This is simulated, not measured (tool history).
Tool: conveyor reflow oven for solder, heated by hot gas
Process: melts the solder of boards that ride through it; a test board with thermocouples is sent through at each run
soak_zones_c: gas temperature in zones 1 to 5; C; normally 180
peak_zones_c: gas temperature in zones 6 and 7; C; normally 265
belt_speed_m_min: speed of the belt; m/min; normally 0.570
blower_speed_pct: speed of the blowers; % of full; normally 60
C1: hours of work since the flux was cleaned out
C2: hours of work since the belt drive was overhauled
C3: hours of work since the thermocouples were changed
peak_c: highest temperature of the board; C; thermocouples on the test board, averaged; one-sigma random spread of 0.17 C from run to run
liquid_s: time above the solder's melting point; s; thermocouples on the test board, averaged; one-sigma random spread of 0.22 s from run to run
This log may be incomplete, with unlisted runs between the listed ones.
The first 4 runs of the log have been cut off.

{"run": 5, "hour": 56.8, "soak_zones_c": 180, "peak_zones_c": 265, "belt_speed_m_min": 0.57, "blower_speed_pct": 60, "C1": 457, "C2": 550, "C3": 132, "peak_c": 244.5, "liquid_s": 50.5}
{"run": 6, "hour": 68.9, "soak_zones_c": 180, "peak_zones_c": 265, "belt_speed_m_min": 0.57, "blower_speed_pct": 60, "C1": 464, "C2": 557, "C3": 139, "peak_c": 244.6, "liquid_s": 50.4}
{"run": 7, "hour": 77.0, "soak_zones_c": 180, "peak_zones_c": 266, "belt_speed_m_min": 0.57, "blower_speed_pct": 60, "C1": 468, "C2": 562, "C3": 143, "peak_c": 245.4, "liquid_s": 51.3}
{"run": 8, "hour": 84.9, "soak_zones_c": 180, "peak_zones_c": 266, "belt_speed_m_min": 0.57, "blower_speed_pct": 60, "C1": 473, "C2": 567, "C3": 148, "peak_c": 245.3, "liquid_s": 50.5}
{"run": 9, "hour": 95.8, "soak_zones_c": 180, "peak_zones_c": 266, "belt_speed_m_min": 0.57, "blower_speed_pct": 60, "C1": 479, "C2": 573, "C3": 154, "peak_c": 245.4, "liquid_s": 51.0}
{"hour": 104.5, "done": "flux residue cleaned out of gas plates and filters"}
{"run": 10, "hour": 116.9, "soak_zones_c": 180, "peak_zones_c": 253, "belt_speed_m_min": 0.57, "blower_speed_pct": 60, "C1": 7, "C2": 582, "C3": 163, "peak_c": 238.0, "liquid_s": 45.0}
{"run": 11, "hour": 125.7, "soak_zones_c": 180, "peak_zones_c": 265, "belt_speed_m_min": 0.51, "blower_speed_pct": 60, "C1": 12, "C2": 587, "C3": 168, "peak_c": 251.1, "liquid_s": 64.6}
{"run": 12, "hour": 133.0, "soak_zones_c": 180, "peak_zones_c": 259, "belt_speed_m_min": 0.57, "blower_speed_pct": 60, "C1": 16, "C2": 591, "C3": 173, "peak_c": 242.9, "liquid_s": 50.3}
{"run": 13, "hour": 149.7, "soak_zones_c": 180, "peak_zones_c": 259, "belt_speed_m_min": 0.571, "blower_speed_pct": 60, "C1": 26, "C2": 601, "C3": 182, "peak_c": 242.6, "liquid_s": 49.9}
{"run": 14, "hour": 162.0, "soak_zones_c": 180, "peak_zones_c": 265, "belt_speed_m_min": 0.588, "blower_speed_pct": 60, "C1": 33, "C2": 608, "C3": 189, "peak_c": 246.8, "liquid_s": 51.5}
{"run": 15, "hour": 179.7, "soak_zones_c": 177, "peak_zones_c": 265, "belt_speed_m_min": 0.588, "blower_speed_pct": 60, "C1": 43, "C2": 618, "C3": 199, "peak_c": 246.2, "liquid_s": 49.7}

Forecast run 16:
{"run": 16, "hour": 193.5, "soak_zones_c": 177, "peak_zones_c": 265, "belt_speed_m_min": 0.588, "blower_speed_pct": 60, "C1": 51, "C2": 626, "C3": 207, "peak_c": "?", "liquid_s": "?"}

{"run 16": {"peak_c": 246.1, "liquid_s": 49.6}}
On a tool with no hidden condition, and with the same random variation, this run would have come out at peak_c 245.7 C, liquid_s 48.3 s.

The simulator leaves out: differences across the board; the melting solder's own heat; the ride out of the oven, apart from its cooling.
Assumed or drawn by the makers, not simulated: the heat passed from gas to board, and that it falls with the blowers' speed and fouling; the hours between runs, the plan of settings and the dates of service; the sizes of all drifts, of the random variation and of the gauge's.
